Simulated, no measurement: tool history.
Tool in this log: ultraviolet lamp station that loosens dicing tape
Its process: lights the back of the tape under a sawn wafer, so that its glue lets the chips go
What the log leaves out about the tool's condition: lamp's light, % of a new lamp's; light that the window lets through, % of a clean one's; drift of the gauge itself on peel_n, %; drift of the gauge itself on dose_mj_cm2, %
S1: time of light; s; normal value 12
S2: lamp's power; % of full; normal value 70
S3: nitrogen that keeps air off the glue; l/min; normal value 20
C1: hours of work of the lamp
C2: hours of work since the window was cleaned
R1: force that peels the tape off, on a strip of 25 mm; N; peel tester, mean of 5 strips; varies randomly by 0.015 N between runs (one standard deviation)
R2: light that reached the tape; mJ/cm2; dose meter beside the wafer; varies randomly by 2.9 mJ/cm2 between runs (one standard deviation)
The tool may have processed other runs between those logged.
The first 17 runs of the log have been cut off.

{"run": 18, "hour": 178.5, "S1": 12, "S2": 88, "S3": 20, "C1": 443, "C2": 170, "R1": 0.694, "R2": 425}
{"run": 19, "hour": 185.6, "S1": 12, "S2": 70, "S3": 37, "C1": 447, "C2": 175, "R1": 0.69, "R2": 339}
{"hour": 187.4, "done": "window cleaned of glue's vapour"}
{"run": 20, "hour": 197.6, "S1": 12, "S2": 66, "S3": 37, "C1": 455, "C2": 7, "R1": 0.792, "R2": 309}
{"run": 21, "hour": 206.2, "S1": 12, "S2": 66, "S3": 37, "C1": 461, "C2": 13, "R1": 0.847, "R2": 307}
{"run": 22, "hour": 219.8, "S1": 12, "S2": 66, "S3": 14, "C1": 470, "C2": 22, "R1": 1.546, "R2": 302}
{"run": 23, "hour": 232.0, "S1": 20, "S2": 79, "S3": 9, "C1": 478, "C2": 30, "R1": 0.719, "R2": 607}
{"hour": 242.6, "done": "window cleaned of glue's vapour, once more"}
{"run": 24, "hour": 246.7, "S1": 7, "S2": 70, "S3": 13, "C1": 488, "C2": 3, "R1": 2.438, "R2": 201}
{"run": 25, "hour": 256.0, "S1": 18, "S2": 84, "S3": 9, "C1": 494, "C2": 9, "R1": 0.687, "R2": 614}
{"run": 26, "hour": 268.3, "S1": 18, "S2": 84, "S3": 9, "C1": 502, "C2": 17, "R1": 0.699, "R2": 608}
{"run": 27, "hour": 276.0, "S1": 6, "S2": 97, "S3": 18, "C1": 507, "C2": 22, "R1": 1.824, "R2": 236}
{"run": 28, "hour": 287.5, "S1": 23, "S2": 97, "S3": 17, "C1": 515, "C2": 30, "R1": 0.245, "R2": 902}
{"run": 29, "hour": 294.7, "S1": 23, "S2": 97, "S3": 17, "C1": 520, "C2": 35, "R1": 0.246, "R2": 896}
{"run": 30, "hour": 304.5, "S1": 11, "S2": 70, "S3": 20, "C1": 526, "C2": 41, "R1": 1.117, "R2": 303}
{"run": 31, "hour": 312.2, "S1": 20, "S2": 83, "S3": 31, "C1": 531, "C2": 46, "R1": 0.256, "R2": 651}
{"run": 32, "hour": 323.4, "S1": 20, "S2": 73, "S3": 7, "C1": 539, "C2": 54, "R1": 0.879, "R2": 571}
{"run": 33, "hour": 329.7, "S1": 7, "S2": 86, "S3": 29, "C1": 543, "C2": 58, "R1": 1.388, "R2": 241}
{"run": 34, "hour": 337.4, "S1": 7, "S2": 86, "S3": 29, "C1": 548, "C2": 63, "R1": 1.395, "R2": 236}
{"run": 35, "hour": 348.8, "S1": 7, "S2": 86, "S3": 29, "C1": 556, "C2": 71, "R1": 1.43, "R2": 231}
{"run": 36, "hour": 360.1, "S1": 14, "S2": 88, "S3": 12, "C1": 563, "C2": 78, "R1": 0.828, "R2": 482}
{"run": 37, "hour": 371.2, "S1": 14, "S2": 88, "S3": 12, "C1": 571, "C2": 86, "R1": 0.841, "R2": 476}
{"run": 38, "hour": 377.4, "S1": 12, "S2": 86, "S3": 15, "C1": 575, "C2": 90, "R1": 0.94, "R2": 396}
{"run": 39, "hour": 386.7, "S1": 12, "S2": 86, "S3": 15, "C1": 581, "C2": 96, "R1": 1.004, "R2": 396}
{"run": 40, "hour": 395.0, "S1": 12, "S2": 86, "S3": 15, "C1": 587, "C2": 102, "R1": 0.949, "R2": 395}
{"run": 41, "hour": 405.2, "S1": 7, "S2": 76, "S3": 11, "C1": 593, "C2": 109, "R1": 2.719, "R2": 203}

Consider 5 possible next runs. They are alternatives, not a sequence: every one starts from the tool as it was left by run 41. What does each give?
{"run": "A", "hour": 411.0, "S1": 17, "S2": 71, "S3": 16, "C1": 597, "C2": 112, "R1": "?", "R2": "?"}
{"run": "B", "hour": 411.0, "S1": 12, "S2": 97, "S3": 20, "C1": 597, "C2": 112, "R1": "?", "R2": "?"}
{"run": "C", "hour": 411.0, "S1": 24, "S2": 79, "S3": 20, "C1": 597, "C2": 112, "R1": "?", "R2": "?"}
{"run": "D", "hour": 411.0, "S1": 10, "S2": 76, "S3": 11, "C1": 597, "C2": 112, "R1": "?", "R2": "?"}
{"run": "E", "hour": 411.0, "S1": 10, "S2": 70, "S3": 32, "C1": 597, "C2": 112, "R1": "?", "R2": "?"}

run=A R1=0.719 R2=457
run=B R1=0.669 R2=439
run=C R1=0.292 R2=712
run=D R1=1.882 R2=283
run=E R1=1.132 R2=265
Had the tool no hidden state, the same runs would have come out as:
run=A R1=0.422 R2=618
run=B R1=0.395 R2=594
run=C R1=0.222 R2=965
run=D R1=1.266 R2=384
run=E R1=0.683 R2=359

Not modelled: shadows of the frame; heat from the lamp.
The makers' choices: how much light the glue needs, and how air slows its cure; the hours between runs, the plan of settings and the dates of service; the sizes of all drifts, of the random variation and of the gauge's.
